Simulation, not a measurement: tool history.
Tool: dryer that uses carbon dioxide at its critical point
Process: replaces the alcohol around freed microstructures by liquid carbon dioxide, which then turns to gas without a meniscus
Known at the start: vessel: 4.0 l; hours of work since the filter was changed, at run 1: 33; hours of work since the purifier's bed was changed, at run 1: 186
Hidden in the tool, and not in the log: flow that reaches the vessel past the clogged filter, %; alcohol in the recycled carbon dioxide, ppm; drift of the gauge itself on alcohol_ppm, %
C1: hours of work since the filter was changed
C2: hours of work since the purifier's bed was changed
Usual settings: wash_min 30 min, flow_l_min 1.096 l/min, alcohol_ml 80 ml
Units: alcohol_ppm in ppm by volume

{"run": 1, "hour": 0.0, "wash_min": 30, "flow_l_min": 1.096, "alcohol_ml": 80, "C1": 33, "C2": 186, "alcohol_ppm": 48}
{"run": 2, "hour": 14.5, "wash_min": 30, "flow_l_min": 1.096, "alcohol_ml": 80, "C1": 42, "C2": 195, "alcohol_ppm": 49}
{"run": 3, "hour": 28.6, "wash_min": 30, "flow_l_min": 1.096, "alcohol_ml": 80, "C1": 50, "C2": 203, "alcohol_ppm": 53}
{"run": 4, "hour": 37.9, "wash_min": 21, "flow_l_min": 1.096, "alcohol_ml": 80, "C1": 56, "C2": 209, "alcohol_ppm": 276}
{"run": 5, "hour": 51.3, "wash_min": 21, "flow_l_min": 1.096, "alcohol_ml": 80, "C1": 63, "C2": 217, "alcohol_ppm": 282}
{"run": 6, "hour": 62.8, "wash_min": 21, "flow_l_min": 1.096, "alcohol_ml": 80, "C1": 70, "C2": 223, "alcohol_ppm": 277}
{"run": 7, "hour": 73.6, "wash_min": 21, "flow_l_min": 1.096, "alcohol_ml": 80, "C1": 77, "C2": 230, "alcohol_ppm": 280}
{"run": 8, "hour": 89.0, "wash_min": 21, "flow_l_min": 1.096, "alcohol_ml": 80, "C1": 86, "C2": 239, "alcohol_ppm": 284}
{"run": 9, "hour": 102.5, "wash_min": 21, "flow_l_min": 1.096, "alcohol_ml": 80, "C1": 94, "C2": 247, "alcohol_ppm": 289}
{"run": 10, "hour": 109.5, "wash_min": 21, "flow_l_min": 1.096, "alcohol_ml": 80, "C1": 98, "C2": 251, "alcohol_ppm": 296}
{"run": 11, "hour": 125.2, "wash_min": 21, "flow_l_min": 1.096, "alcohol_ml": 80, "C1": 107, "C2": 260, "alcohol_ppm": 294}
{"run": 12, "hour": 139.9, "wash_min": 21, "flow_l_min": 1.096, "alcohol_ml": 80, "C1": 116, "C2": 269, "alcohol_ppm": 301}
{"run": 13, "hour": 154.5, "wash_min": 21, "flow_l_min": 1.096, "alcohol_ml": 21, "C1": 124, "C2": 277, "alcohol_ppm": 88}
{"run": 14, "hour": 164.6, "wash_min": 21, "flow_l_min": 1.096, "alcohol_ml": 21, "C1": 130, "C2": 283, "alcohol_ppm": 86}
{"run": 15, "hour": 172.4, "wash_min": 21, "flow_l_min": 1.096, "alcohol_ml": 21, "C1": 135, "C2": 288, "alcohol_ppm": 93}
{"run": 16, "hour": 186.4, "wash_min": 21, "flow_l_min": 1.096, "alcohol_ml": 21, "C1": 143, "C2": 296, "alcohol_ppm": 91}
{"run": 17, "hour": 199.7, "wash_min": 21, "flow_l_min": 1.096, "alcohol_ml": 21, "C1": 151, "C2": 304, "alcohol_ppm": 97}
{"run": 18, "hour": 212.9, "wash_min": 31, "flow_l_min": 1.096, "alcohol_ml": 80, "C1": 159, "C2": 312, "alcohol_ppm": 59}
{"run": 19, "hour": 225.8, "wash_min": 30, "flow_l_min": 1.096, "alcohol_ml": 80, "C1": 166, "C2": 319, "alcohol_ppm": 60}
{"run": 20, "hour": 240.3, "wash_min": 30, "flow_l_min": 1.096, "alcohol_ml": 80, "C1": 175, "C2": 328, "alcohol_ppm": 64}
{"run": 21, "hour": 247.1, "wash_min": 30, "flow_l_min": 1.096, "alcohol_ml": 80, "C1": 179, "C2": 332, "alcohol_ppm": 66}
{"run": 22, "hour": 261.9, "wash_min": 30, "flow_l_min": 1.096, "alcohol_ml": 80, "C1": 187, "C2": 341, "alcohol_ppm": 68}
{"run": 23, "hour": 276.9, "wash_min": 30, "flow_l_min": 1.096, "alcohol_ml": 80, "C1": 196, "C2": 349, "alcohol_ppm": 69}
{"run": 24, "hour": 289.8, "wash_min": 41, "flow_l_min": 1.096, "alcohol_ml": 80, "C1": 204, "C2": 357, "alcohol_ppm": 22}
{"run": 25, "hour": 298.2, "wash_min": 41, "flow_l_min": 1.18, "alcohol_ml": 51, "C1": 209, "C2": 362, "alcohol_ppm": 20}
{"hour": 309.1, "done": "inlet filter changed"}
{"run": 26, "hour": 314.9, "wash_min": 40, "flow_l_min": 1.096, "alcohol_ml": 80, "C1": 3, "C2": 371, "alcohol_ppm": 20}
{"run": 27, "hour": 322.4, "wash_min": 42, "flow_l_min": 1.04, "alcohol_ml": 67, "C1": 8, "C2": 376, "alcohol_ppm": 21}
{"run": 28, "hour": 331.4, "wash_min": 42, "flow_l_min": 1.15, "alcohol_ml": 96, "C1": 13, "C2": 381, "alcohol_ppm": 21}
{"run": 29, "hour": 341.8, "wash_min": 36, "flow_l_min": 0.7, "alcohol_ml": 69, "C1": 19, "C2": 387, "alcohol_ppm": 150}
{"run": 30, "hour": 348.3, "wash_min": 36, "flow_l_min": 0.7, "alcohol_ml": 69, "C1": 23, "C2": 391, "alcohol_ppm": 149}
{"run": 31, "hour": 360.2, "wash_min": 21, "flow_l_min": 0.67, "alcohol_ml": 69, "C1": 30, "C2": 398, "alcohol_ppm": 1155}
{"run": 32, "hour": 373.6, "wash_min": 21, "flow_l_min": 0.67, "alcohol_ml": 69, "C1": 38, "C2": 406, "alcohol_ppm": 1162}
{"run": 33, "hour": 388.8, "wash_min": 46, "flow_l_min": 1.31, "alcohol_ml": 71, "C1": 47, "C2": 415, "alcohol_ppm": 15}
{"run": 34, "hour": 401.4, "wash_min": 46, "flow_l_min": 0.76, "alcohol_ml": 44, "C1": 54, "C2": 422, "alcohol_ppm": 33}
{"run": 35, "hour": 413.8, "wash_min": 30, "flow_l_min": 0.69, "alcohol_ml": 80, "C1": 62, "C2": 429, "alcohol_ppm": 398}
{"run": 36, "hour": 427.2, "wash_min": 30, "flow_l_min": 0.69, "alcohol_ml": 80, "C1": 69, "C2": 437, "alcohol_ppm": 404}
{"run": 37, "hour": 433.8, "wash_min": 20, "flow_l_min": 0.69, "alcohol_ml": 108, "C1": 73, "C2": 441, "alcohol_ppm": 1959}
{"run": 38, "hour": 446.8, "wash_min": 39, "flow_l_min": 1.096, "alcohol_ml": 21, "C1": 81, "C2": 449, "alcohol_ppm": 20}
{"run": 39, "hour": 453.4, "wash_min": 46, "flow_l_min": 1.26, "alcohol_ml": 34, "C1": 85, "C2": 453, "alcohol_ppm": 18}
{"run": 40, "hour": 469.4, "wash_min": 46, "flow_l_min": 1.26, "alcohol_ml": 34, "C1": 94, "C2": 462, "alcohol_ppm": 19}
{"run": 41, "hour": 481.5, "wash_min": 30, "flow_l_min": 1.44, "alcohol_ml": 71, "C1": 101, "C2": 469, "alcohol_ppm": 25}
{"run": 42, "hour": 488.5, "wash_min": 30, "flow_l_min": 0.81, "alcohol_ml": 107, "C1": 106, "C2": 473, "alcohol_ppm": 315}
{"run": 43, "hour": 504.1, "wash_min": 38, "flow_l_min": 0.77, "alcohol_ml": 71, "C1": 115, "C2": 482, "alcohol_ppm": 96}
{"run": 44, "hour": 519.8, "wash_min": 21, "flow_l_min": 1.39, "alcohol_ml": 110, "C1": 124, "C2": 492, "alcohol_ppm": 163}
{"run": 45, "hour": 532.2, "wash_min": 37, "flow_l_min": 1.096, "alcohol_ml": 100, "C1": 131, "C2": 499, "alcohol_ppm": 37}
{"run": 46, "hour": 540.0, "wash_min": 37, "flow_l_min": 1.096, "alcohol_ml": 100, "C1": 136, "C2": 504, "alcohol_ppm": 37}
{"run": 47, "hour": 546.6, "wash_min": 28, "flow_l_min": 1.59, "alcohol_ml": 32, "C1": 140, "C2": 507, "alcohol_ppm": 26}
{"run": 48, "hour": 557.2, "wash_min": 28, "flow_l_min": 1.59, "alcohol_ml": 51, "C1": 146, "C2": 514, "alcohol_ppm": 23}

3 ways to go on from here, each from the tool as it stands after run 48. What would each give?
{"run": "A", "hour": 571.9, "wash_min": 28, "flow_l_min": 1.59, "alcohol_ml": 43, "C1": 155, "C2": 522, "alcohol_ppm": "?"}
{"run": "B", "hour": 571.9, "wash_min": 25, "flow_l_min": 1.096, "alcohol_ml": 80, "C1": 155, "C2": 522, "alcohol_ppm": "?"}
{"run": "C", "hour": 571.9, "wash_min": 20, "flow_l_min": 1.15, "alcohol_ml": 70, "C1": 155, "C2": 522, "alcohol_ppm": "?"}

run=A alcohol_ppm=24
run=B alcohol_ppm=158
run=C alcohol_ppm=291
Without the tool's hidden state the same runs would have given:
run=A alcohol_ppm=6
run=B alcohol_ppm=108
run=C alcohol_ppm=216
